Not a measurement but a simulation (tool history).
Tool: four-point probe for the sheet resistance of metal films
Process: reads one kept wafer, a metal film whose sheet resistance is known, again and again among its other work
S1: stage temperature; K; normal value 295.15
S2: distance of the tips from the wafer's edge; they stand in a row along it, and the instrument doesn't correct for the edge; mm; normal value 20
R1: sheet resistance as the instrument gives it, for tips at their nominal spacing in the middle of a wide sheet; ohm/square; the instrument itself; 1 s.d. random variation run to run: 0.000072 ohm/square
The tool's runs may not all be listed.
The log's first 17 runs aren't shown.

run	day	S1	S2	R1
18	29.708	295.15	20	0.360085
19	32.308	295.15	20	0.359889
20	34.767	295.15	20	0.360008
21	36.188	295.15	20	0.360005
22	38.108	292.15	26	0.359755
23	39.875	297.15	16	0.360131
# day 40.004: stage's thermometer calibrated
24	42.404	297.15	16	0.360081
25	44.658	297.15	16	0.360043
26	47.067	305.15	27	0.359291
27	49.242	297.15	49	0.359146
28	51.467	297.15	49	0.359162
# day 52.392: stage's thermometer calibrated, once more
29	53.254	297.15	49	0.359509
30	54.942	298.15	5	0.366949
31	56.35	298.15	5	0.367007
32	58.071	294.15	20	0.359949
33	60.108	295.15	12	0.360578
34	61.283	292.15	5	0.366965
35	62.358	308.15	4	0.370747
36	63.492	308.15	4	0.37081
37	65.833	308.15	62	0.358987
38	67.779	299.15	20	0.359644
39	69.654	299.15	20	0.359599
40	72.262	297.15	26	0.359587
41	74.762	300.15	42	0.359311

Here are 3 independent what-if runs from the current tool condition. What would each one return?
A	75.975	295.15	12	?
B	75.975	300.15	53	?
C	75.975	300.15	49	?

run	R1
A	0.360429
B	0.359057
C	0.359063
The same runs, with their run-to-run variation unchanged, on a tool lacking any hidden condition would have given:
run	R1
A	0.362837
B	0.361455
C	0.361461
